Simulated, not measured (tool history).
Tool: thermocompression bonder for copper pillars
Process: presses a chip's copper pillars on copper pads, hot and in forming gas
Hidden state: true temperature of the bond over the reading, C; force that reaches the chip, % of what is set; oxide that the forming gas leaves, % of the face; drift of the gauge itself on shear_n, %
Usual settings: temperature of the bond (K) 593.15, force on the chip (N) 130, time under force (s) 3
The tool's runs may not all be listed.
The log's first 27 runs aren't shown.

run	day	temperature of the bond (K)	force on the chip (N)	time under force (s)	hours of work since the heater was calibrated	hours of work since the force cell was calibrated	hours of work since the gas filter was changed	force that shears a chip off (N)
# day 11.525: forming gas filter changed
28	11.538	623.15	78	2	400	508	0	36.1
29	11.996	623.15	78	2	407	516	8	37.4
30	12.446	595.15	156	3	414	523	15	71.2
31	12.983	595.15	156	3	423	532	24	71.1
32	13.388	595.15	156	3	430	538	30	71.5
33	13.921	595.15	156	3	438	547	39	71.2
34	14.492	577.15	156	3	447	556	48	58.5
35	14.817	597.15	80	7	453	561	53	48.2
36	15.358	563.15	100	2	461	570	62	23.6
37	15.733	563.15	100	2	467	576	68	23.8
38	16.188	563.15	100	2	475	583	75	24.6
39	16.629	563.15	100	2	482	591	82	24.4
40	16.883	575.15	175	3	486	595	86	64.5

Forecast each of these 4 alternatives for the next run:
A	17.225	573.15	79	3	491	600	92	?
B	17.225	575.15	175	2	491	600	92	?
C	17.225	614.15	130	3	491	600	92	?
D	17.225	575.15	177	3	491	600	92	?

run	force that shears a chip off (N)
A	24.6
B	56.5
C	69.4
D	65.8
Without the tool's hidden state the same runs would have given:
run	force that shears a chip off (N)
A	24.8
B	57.0
C	69.9
D	66.4

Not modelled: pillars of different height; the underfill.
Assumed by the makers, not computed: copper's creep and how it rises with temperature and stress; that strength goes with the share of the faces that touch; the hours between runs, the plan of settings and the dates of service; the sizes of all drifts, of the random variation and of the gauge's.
